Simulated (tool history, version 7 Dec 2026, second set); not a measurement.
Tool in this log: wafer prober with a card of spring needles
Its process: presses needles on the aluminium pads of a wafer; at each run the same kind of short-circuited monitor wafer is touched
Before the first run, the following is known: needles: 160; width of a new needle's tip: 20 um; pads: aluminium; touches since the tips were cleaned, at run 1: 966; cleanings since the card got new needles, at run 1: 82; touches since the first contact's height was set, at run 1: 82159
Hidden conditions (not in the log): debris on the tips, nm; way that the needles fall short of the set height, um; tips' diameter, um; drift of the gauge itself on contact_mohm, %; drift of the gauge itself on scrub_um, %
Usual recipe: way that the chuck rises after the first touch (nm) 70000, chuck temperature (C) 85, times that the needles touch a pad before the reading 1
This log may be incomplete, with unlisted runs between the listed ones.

run	hour	way that the chuck rises after the first touch (nm)	chuck temperature (C)	times that the needles touch a pad before the reading	touches since the tips were cleaned	cleanings since the card got new needles	touches since the first contact's height was set	resistance of one needle with its contact and lead (mohm)	way that a needle slides on the pad (nm)
1	0.0	70000	85	1	966	82	82159	206	15450
# hour 3.4: tips cleaned on abrasive film
# hour 8.0: tips cleaned on abrasive film
# hour 12.5: tips cleaned on abrasive film
# hour 17.2: tips cleaned on abrasive film
2	17.2	70000	85	1	0	86	95169	181	15350
# hour 22.8: tips cleaned on abrasive film
# hour 27.4: tips cleaned on abrasive film
# hour 31.9: tips cleaned on abrasive film
# hour 34.4: height of the first contact set anew
# hour 36.8: tips cleaned on abrasive film
# hour 42.4: tips cleaned on abrasive film
# hour 47.0: tips cleaned on abrasive film
3	47.8	70000	85	1	634	92	10136	188	15930
# hour 52.3: tips cleaned on abrasive film
# hour 58.0: tips cleaned on abrasive film
# hour 62.5: tips cleaned on abrasive film
# hour 67.1: tips cleaned on abrasive film
# hour 72.8: tips cleaned on abrasive film
4	75.2	70000	85	1	1926	97	31064	221	15810
# hour 77.6: tips cleaned on abrasive film
# hour 82.1: tips cleaned on abrasive film
# hour 86.7: tips cleaned on abrasive film
# hour 91.2: tips cleaned on abrasive film
# hour 95.8: tips cleaned on abrasive film
# hour 100.3: tips cleaned on abrasive film
# hour 104.8: tips cleaned on abrasive film
5	104.9	70000	85	1	59	104	53582	183	15560
# hour 109.5: tips cleaned on abrasive film
# hour 114.0: tips cleaned on abrasive film
# hour 118.6: tips cleaned on abrasive film
# hour 123.1: tips cleaned on abrasive film
6	124.8	70000	85	1	1271	108	68684	212	15500
# hour 128.2: tips cleaned on abrasive film
# hour 132.8: tips cleaned on abrasive film
# hour 137.3: tips cleaned on abrasive film
# hour 143.0: tips cleaned on abrasive film
# hour 148.6: tips cleaned on abrasive film
7	150.2	70000	85	1	1227	113	88050	218	15500
# hour 153.6: tips cleaned on abrasive film
# hour 158.2: tips cleaned on abrasive film
# hour 162.7: tips cleaned on abrasive film
# hour 167.3: tips cleaned on abrasive film
# hour 171.8: tips cleaned on abrasive film
8	175.5	70000	83	1	2809	118	107269	252	15130
# hour 176.7: tips cleaned on abrasive film
# hour 177.0: height of the first contact set anew
# hour 181.5: tips cleaned on abrasive film
# hour 186.1: tips cleaned on abrasive film
# hour 191.7: tips cleaned on abrasive film
9	191.7	70000	83	1	0	122	11218	184	15870
# hour 197.4: tips cleaned on abrasive film
# hour 201.9: tips cleaned on abrasive film
# hour 206.5: tips cleaned on abrasive film
# hour 211.0: tips cleaned on abrasive film
# hour 215.6: tips cleaned on abrasive film
# hour 220.4: tips cleaned on abrasive film
10	220.4	70000	85	1	0	128	33049	186	15820
# hour 225.0: tips cleaned on abrasive film
# hour 230.6: tips cleaned on abrasive film
# hour 235.2: tips cleaned on abrasive film
# hour 239.7: tips cleaned on abrasive film
# hour 244.3: tips cleaned on abrasive film
# hour 249.9: tips cleaned on abrasive film
# hour 254.5: tips cleaned on abrasive film
11	258.3	70000	85	1	2973	135	61935	251	15720

What does the tool deliver on the next run?
# hour 259.5: tips cleaned on abrasive film
# hour 264.1: tips cleaned on abrasive film
# hour 268.6: tips cleaned on abrasive film
# hour 273.2: tips cleaned on abrasive film
# hour 277.7: tips cleaned on abrasive film
# hour 283.4: tips cleaned on abrasive film
12	284.9	70000	62	3	1191	141	82128	?	?

resistance of one needle with its contact and lead (mohm): 190
way that a needle slides on the pad (nm): 15390
If the tool had no hidden condition, the same run with the same run-to-run variation would have returned resistance of one needle with its contact and lead (mohm) 168, way that a needle slides on the pad (nm) 15960.

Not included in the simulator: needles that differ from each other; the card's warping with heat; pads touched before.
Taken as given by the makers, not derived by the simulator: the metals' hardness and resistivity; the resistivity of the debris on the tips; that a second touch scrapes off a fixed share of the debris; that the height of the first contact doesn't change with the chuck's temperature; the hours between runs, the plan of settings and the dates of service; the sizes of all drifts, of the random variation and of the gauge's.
